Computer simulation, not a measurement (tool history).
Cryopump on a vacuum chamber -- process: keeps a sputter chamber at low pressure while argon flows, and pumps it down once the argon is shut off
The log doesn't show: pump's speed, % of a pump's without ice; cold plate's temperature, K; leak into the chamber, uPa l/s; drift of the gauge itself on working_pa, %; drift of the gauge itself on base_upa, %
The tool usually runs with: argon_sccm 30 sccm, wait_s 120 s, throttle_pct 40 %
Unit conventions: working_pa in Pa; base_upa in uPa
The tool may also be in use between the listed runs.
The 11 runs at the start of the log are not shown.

run	hour	argon_sccm	wait_s	throttle_pct	hours of work since the pump was warmed up and emptied	hours of work since the cold head was overhauled	hours of work since the chamber's fittings were tightened	working_pa	base_upa
12	375	30	57	40	342	342	1177	0.1169	4.55
# hour 401.9: pump warmed up, emptied and cooled again
13	427.8	30	120	40	13	366	1201	0.1099	3.27
14	454.8	30	120	40	27	380	1215	0.111	3.35
15	478	30	120	40	38	392	1226	0.1114	3.34
16	531.5	30	120	40	65	419	1253	0.1115	3.56
17	557.2	30	120	40	78	431	1266	0.1119	3.6
18	600.8	30	120	40	100	453	1288	0.1128	3.66
19	637.7	36	41	27	119	472	1307	0.1986	5.22
20	694.6	55	120	57	147	501	1335	0.1476	3.67
21	735.2	52	88	40	168	521	1356	0.1967	4.19
22	786.3	17	75	38	193	547	1382	0.0678	4.33
23	837.9	17	75	38	219	573	1408	0.0676	4.47
24	863.6	24	283	40	232	586	1420	0.0929	3.57
25	910.2	15	283	19	256	609	1444	0.1192	3.59
26	964.2	15	283	19	283	636	1471	0.118	3.66
27	1003.5	14	239	17	303	656	1491	0.1248	3.82
28	1036.3	12	99	40	319	673	1507	0.0469	4.5
29	1059.5	37	95	39	331	684	1519	0.1483	4.63
30	1084.5	37	95	39	343	697	1532	0.1487	4.7
# hour 1110.6: pump warmed up, emptied and cooled again
31	1137.1	30	120	48	13	721	1556	0.0927	4.01
32	1191.4	30	73	40	41	748	1583	0.1116	4.73
33	1242.6	28	120	40	66	774	1609	0.1052	4.12
34	1285.1	56	64	40	88	795	1630	0.2095	4.91
35	1322.5	13	44	37	107	814	1649	0.0531	5.67

Alternative continuations, all from the tool just after run 35; predict every row:
A	1373.2	13	63	37	132	839	1674	?	?
B	1373.2	33	44	37	132	839	1674	?	?
C	1373.2	13	44	25	132	839	1674	?	?

run	working_pa	base_upa
A	0.0528	5.23
B	0.1343	5.74
C	0.0778	5.89
Take away the tool's hidden state, keep each run's random variation, and the runs would have read:
run	working_pa	base_upa
A	0.0516	1.81
B	0.1311	2.38
C	0.0766	2.47

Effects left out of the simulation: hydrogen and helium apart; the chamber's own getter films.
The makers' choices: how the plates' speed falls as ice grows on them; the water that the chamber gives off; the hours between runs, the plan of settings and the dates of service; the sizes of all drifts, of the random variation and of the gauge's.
